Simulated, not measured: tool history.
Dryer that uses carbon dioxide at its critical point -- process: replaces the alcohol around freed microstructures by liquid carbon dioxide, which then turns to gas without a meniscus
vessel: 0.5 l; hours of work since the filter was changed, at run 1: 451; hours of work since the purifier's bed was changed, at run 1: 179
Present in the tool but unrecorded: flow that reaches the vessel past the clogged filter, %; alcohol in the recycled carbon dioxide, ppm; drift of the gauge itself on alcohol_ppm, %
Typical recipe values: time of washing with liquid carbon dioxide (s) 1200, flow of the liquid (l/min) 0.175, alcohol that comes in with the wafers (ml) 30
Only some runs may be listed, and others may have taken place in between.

| run | hour | time of washing with liquid carbon dioxide (s) | flow of the liquid (l/min) | alcohol that comes in with the wafers (ml) | hours of work since the filter was changed | hours of work since the purifier's bed was changed | alcohol left in the vessel before it's heated (ppm by volume) |
|---|---|---|---|---|---|---|---|
| 1 | 0 | 1200 | 0.175 | 30 | 451 | 179 | 627 |
|  | 17.9 | inlet filter changed |
| 2 | 23.5 | 1200 | 0.175 | 30 | 2 | 188 | 445 |
| 3 | 41.2 | 1200 | 0.175 | 30 | 9 | 195 | 467 |
| 4 | 58.1 | 780 | 0.175 | 30 | 16 | 201 | 2433 |
| 5 | 80.2 | 780 | 0.175 | 30 | 24 | 210 | 2462 |
| 6 | 96.5 | 1200 | 0.153 | 30 | 31 | 216 | 830 |
| 7 | 113.9 | 1200 | 0.13 | 30 | 38 | 223 | 1551 |
| 8 | 137.9 | 1200 | 0.13 | 30 | 47 | 233 | 1527 |
| 9 | 157.2 | 960 | 0.153 | 28 | 54 | 240 | 1831 |
| 10 | 169.1 | 1200 | 0.175 | 93 | 59 | 245 | 1412 |
| 11 | 189.4 | 1200 | 0.188 | 29 | 67 | 253 | 332 |
| 12 | 212.7 | 1200 | 0.217 | 105 | 76 | 262 | 537 |
| 13 | 223.5 | 960 | 0.122 | 27 | 80 | 266 | 3395 |

Forecast each of these 3 alternatives for the next run:
| A | 237.9 | 960 | 0.276 | 27 | 86 | 272 | ? |
| B | 237.9 | 840 | 0.142 | 92 | 86 | 272 | ? |
| C | 237.9 | 1800 | 0.142 | 82 | 86 | 272 | ? |

| run | alcohol left in the vessel before it's heated (ppm by volume) |
|---|---|
| A | 164 |
| B | 11387 |
| C | 462 |
Had the tool no hidden state, the same runs would have come out as:
| run | alcohol left in the vessel before it's heated (ppm by volume) |
|---|---|
| A | 121 |
| B | 10857 |
| C | 391 |
